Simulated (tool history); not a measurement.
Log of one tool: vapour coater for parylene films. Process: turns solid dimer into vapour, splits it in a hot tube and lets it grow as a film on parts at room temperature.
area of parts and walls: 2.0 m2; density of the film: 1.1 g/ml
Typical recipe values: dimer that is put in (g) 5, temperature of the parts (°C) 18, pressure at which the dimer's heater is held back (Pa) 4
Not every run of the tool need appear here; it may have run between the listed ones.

run     day  dimer that is put in (g)  temperature of the parts (°C)  pressure at which the dimer's heater is held back (Pa)  thickness of the film (um)
  1       0                         5                             18                                                       4                       1.013
  2   1.192                         5                             18                                                       4                       1.006
  3   3.329                         5                             13                                                       4                       1.325
  4   4.596                         5                             13                                                       4                       1.314
  5   6.675                         7                             18                                                       4                       1.576
  6   7.925                         5                             18                                                       4                        1.11
  7  10.017                         5                             18                                                       4                       1.095
  8  11.971                         5                             18                                                       4                       1.089
  9  13.246                         5                             18                                                       4                       1.086
 10  14.983                         5                             12                                                    3.21                       1.297
 11  15.967                         5                             12                                                    3.21                       1.287
 12  17.312                         5                             17                                                       4                       1.095
 13  18.917                         5                             17                                                       4                       1.099
 14  20.604                         4                             17                                                    5.29                       0.851
 15  22.083                         7                             18                                                    5.17                       1.446
 16  23.738                         7                             18                                                    5.17                       1.411
 17  24.912                         4                             18                                                    3.22                       0.819

Removed from this log: 1 entry logged between the listed runs. Between which two listed runs does each belong, and how does the tool's hidden state at the listed run before it compare with that at the listed run after it?
Runs 2 to 3: trap's valve overhauled (day 2.633)
  vapour lost through the trap's worn valve, %: 11.3 -> 0.6; true temperature of the parts over the reading, C: -0.3 -> -0.32
  measured less the result without the state, thickness of the film (um): -0.118 -> +0.005
